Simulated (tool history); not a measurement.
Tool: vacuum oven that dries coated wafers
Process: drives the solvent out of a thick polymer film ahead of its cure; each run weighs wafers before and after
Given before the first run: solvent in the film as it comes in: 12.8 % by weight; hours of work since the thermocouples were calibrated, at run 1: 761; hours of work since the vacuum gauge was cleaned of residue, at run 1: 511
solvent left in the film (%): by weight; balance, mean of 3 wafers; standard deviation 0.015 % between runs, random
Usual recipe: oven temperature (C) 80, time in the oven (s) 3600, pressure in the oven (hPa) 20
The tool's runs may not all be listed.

run    hour  oven temperature (C)  time in the oven (s)  pressure in the oven (hPa)  hours of work since the thermocouples were calibrated  hours of work since the vacuum gauge was cleaned of residue  solvent left in the film (%)
  1       0                    80                  3600                          20                                                    761                                                          511                          2.56
  2    77.3                    80                  3600                          20                                                    821                                                          570                          2.53
      130.6  -- oven's thermocouples calibrated
  3   141.6                    80                  5280                          20                                                      8                                                          619                          1.74
  4   224.4                    80                  5280                          20                                                     72                                                          683                          1.73
  5   302.1                    67                  3600                          20                                                    132                                                          743                          5.65
  6   359.1                    80                  3360                          20                                                    176                                                          787                          2.55
  7   443.7                    80                  3360                          20                                                    242                                                          852                          2.53
  8   501.3                    80                  1860                          20                                                    286                                                          896                          4.31
      550.3  -- oven's thermocouples calibrated, once more
  9   586.8                    80                  3600                          20                                                     28                                                          961                          2.84
 10   646.5                    80                  3600                          20                                                     74                                                         1007                          2.81
 11   704.7                    80                  3600                          20                                                    119                                                         1052                           2.8
 12   776.4                    80                  3600                          20                                                    175                                                         1107                           2.8
 13   825.5                    80                  3600                          20                                                    213                                                         1145                          2.79
 14   881.5                    80                  3600                        59.3                                                    256                                                         1189                          5.01
 15   949.4                    80                  5700                        59.3                                                    308                                                         1241                          4.33
 16  1017.8                    80                  5700                        59.3                                                    361                                                         1294                          4.33
 17  1095.9                    80                  5700                        59.3                                                    421                                                         1354                          4.32
 18  1179.9                    80                  5700                        59.3                                                    486                                                         1419                          4.31
     1243.3  -- vacuum gauge cleaned of residue and calibrated
 19  1259.4                    80                  3600                        71.4                                                    547                                                           13                          5.26
 20  1297.6                    80                  3600                          20                                                    576                                                           42                          2.42
 21  1356.8                    80                  3600                          20                                                    622                                                           88                          2.41
 22  1434.8                    80                  3600                          20                                                    682                                                          148                          2.39
 23  1498.8                    80                  4440                          20                                                    731                                                          197                          1.95
 24  1537.8                    80                  4440                          20                                                    762                                                          228                          1.96
 25  1596.7                    94                  3600                          20                                                    807                                                          273                          0.82
 26  1657.1                    70                  3600                        63.2                                                    854                                                          320                          7.71
     1671.8  -- oven's thermocouples calibrated
 27  1727.5                    67                  3480                        63.2                                                     43                                                          372                          9.19
 28  1768.7                    67                  3480                        63.2                                                     75                                                          404                          9.18
 29  1836.2                    67                  3480                        63.2                                                    127                                                          456                          9.17
 30  1890.9                    72                  3600                        12.6                                                    169                                                          499                          4.15
 31  1932.5                    72                  2340                        40.8                                                    201                                                          531                          7.18
 32  1984.5                    80                  2580                        16.3                                                    241                                                          571                          3.41
 33  2050.1                    74                  5820                          20                                                    292                                                          622                          2.79
 34  2112.9                    74                  5820                          20                                                    341                                                          670                          2.79
 35  2195.7                    88                  5520                          20                                                    405                                                          734                          1.09
 36  2263.9                    88                  5520                          20                                                    457                                                          787                          1.12
 37  2304.2                    81                  3600                          20                                                    488                                                          818                          2.41
 38  2351.8                    81                  3600                          20                                                    525                                                          855                          2.39
 39  2389.4                    81                  3600                          20                                                    554                                                          884                          2.39
 40  2425.6                    77                  3600                          20                                                    582                                                          912                          3.25
 41  2507.7                    77                  3600                          20                                                    646                                                          975                          3.28
 42  2543.7                    74                  3600                          20                                                    673                                                         1003                          3.99
 43  2582.1                    74                  3600                          20                                                    703                                                         1032                          3.99
 44  2643.8                    74                  3600                          20                                                    751                                                         1080                          3.99
 45  2716.3                    74                  5460                          20                                                    807                                                         1136                          2.86
 46  2757.2                    94                  5460                        17.4                                                    838                                                         1168                           0.8
     2791.2  -- oven's thermocouples calibrated
 47  2814.7                    76                  5460                        17.4                                                     18                                                         1211                          2.67

What if the next run were any one of these 4? Each begins from the tool's condition after run 47:
  A  2876.3                    80                  3840                          20                                                     66                                                         1258                             ?
  B  2876.3                    72                  4380                        17.4                                                     66                                                         1258                             ?
  C  2876.3                    83                  2880                          33                                                     66                                                         1258                             ?
  D  2876.3                    90                  5460                        11.6                                                     66                                                         1258                             ?

run  solvent left in the film (%)
  A                          2.82
  B                          4.19
  C                          3.52
  D                          0.76
Take away the tool's hidden state, keep each run's random variation, and the runs would have read:
run  solvent left in the film (%)
  A                          2.54
  B                          3.84
  C                          3.27
  D                          0.55
